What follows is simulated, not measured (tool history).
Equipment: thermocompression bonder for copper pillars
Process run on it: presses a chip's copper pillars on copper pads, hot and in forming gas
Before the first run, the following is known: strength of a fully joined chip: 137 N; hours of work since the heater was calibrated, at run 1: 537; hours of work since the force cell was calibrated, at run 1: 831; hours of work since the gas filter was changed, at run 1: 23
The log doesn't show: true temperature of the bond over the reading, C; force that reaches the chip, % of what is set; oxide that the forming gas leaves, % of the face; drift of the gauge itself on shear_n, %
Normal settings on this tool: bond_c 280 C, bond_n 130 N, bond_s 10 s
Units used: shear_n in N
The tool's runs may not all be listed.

run   hour  bond_c  bond_n  bond_s  hours of work since the heater was calibrated  hours of work since the force cell was calibrated  hours of work since the gas filter was changed  shear_n
  1      0     280     130      10                                            537                                                831                                              23     91.4
  2   32.1     280     130      10                                            555                                                849                                              40     92.2
  3   52.3     280     130      10                                            566                                                860                                              51     90.8
  4   69.2     280     130      10                                            575                                                869                                              61       91
  5   94.9     280     130      10                                            589                                                883                                              75     91.2
  6  128.8     280     130      10                                            608                                                902                                              93     90.9
  7  146.3     280      84      10                                            617                                                911                                             103     67.2
  8  163.7     280      82      10                                            627                                                921                                             113       66
  9  180.6     280      82      10                                            636                                                930                                             122     66.2
 10  197.5     280     130      10                                            646                                                939                                             131     90.4
 11  230.7     280     130      10                                            664                                                958                                             149     91.1
 12    262     280     130      10                                            681                                                975                                             167     90.6
     285.3  -- forming gas filter changed
 13  294.1     280     130       6                                            698                                                992                                               5     77.8
 14  323.2     280     130       6                                            714                                               1008                                              21     78.3
 15  347.9     280     130       6                                            728                                               1022                                              34     78.5
 16  380.5     255     130      10                                            746                                               1040                                              52     75.1
 17  395.4     255     115      10                                            754                                               1048                                              60     69.3
 18  419.5     280     130      10                                            767                                               1061                                              74     91.1
 19  441.1     280     130      10                                            779                                               1073                                              86     89.9
 20  467.8     280     147      10                                            794                                               1088                                             100     97.3
 21  490.7     280     147      10                                            806                                               1100                                             113     97.3
 22  513.9     280     147       5                                            819                                               1113                                             126     79.4
 23  542.8     252     147      24                                            835                                               1129                                             142    100.5
 24  559.5     252     159      24                                            844                                               1138                                             151    104.9

The next listed run, before its measurement:
 25  574.7     252     159      24                                            853                                               1146                                             159        ?

{"run 25": {"shear_n": 104.4}}
With no hidden state in the tool, this same run would have given shear_n 106.1 N.
